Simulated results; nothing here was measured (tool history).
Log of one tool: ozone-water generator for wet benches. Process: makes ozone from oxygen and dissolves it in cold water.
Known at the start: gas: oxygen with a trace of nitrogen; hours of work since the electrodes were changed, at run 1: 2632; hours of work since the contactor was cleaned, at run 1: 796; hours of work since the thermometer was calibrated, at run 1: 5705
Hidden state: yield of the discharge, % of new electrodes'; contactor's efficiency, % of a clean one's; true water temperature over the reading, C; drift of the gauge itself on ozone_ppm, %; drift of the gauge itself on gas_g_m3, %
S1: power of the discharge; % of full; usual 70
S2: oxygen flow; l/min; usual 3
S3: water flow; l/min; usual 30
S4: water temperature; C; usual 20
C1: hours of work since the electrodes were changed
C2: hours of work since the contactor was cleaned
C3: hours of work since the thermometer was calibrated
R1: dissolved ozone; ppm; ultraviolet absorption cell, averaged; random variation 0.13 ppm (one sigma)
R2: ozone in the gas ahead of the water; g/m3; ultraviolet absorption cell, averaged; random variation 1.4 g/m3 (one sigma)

run	day	S1	S2	S3	S4	C1	C2	C3	R1	R2
1	0	70	3	30	20	2632	796	5705	14.3	261.2
2	8.096	70	3	36	20	2766	930	5839	12.3	262.3
3	13.875	70	3	36	20	2861	1025	5934	12.1	263.5
# day 17.7: water thermometer calibrated
4	23.392	70	3	30	20	3018	1182	94	14.4	261
5	32.025	70	5.24	30	20	3160	1324	237	14.9	188.3
6	38.383	70	5.24	30	20	3265	1429	342	15.1	186.5
7	44.954	70	5.24	30	20	3374	1538	450	15.3	186
8	53.058	50	3	30	20	3508	1672	584	12	219.6
9	61.625	50	3	30	20	3649	1813	725	12	220.1
10	69.283	50	3	30	20	3776	1940	852	11.9	220.8
11	76	50	3	30	20	3887	2051	963	12.2	219.3

Run 12 comes next. What will it give?
12	81.338	50	3	30	20	3975	2139	1051	?	?

{"run 12": {"R1": 12.2, "R2": 219}}
Without the tool's hidden state the same run would have given R1 12.2 ppm, R2 219.1 g/m3.
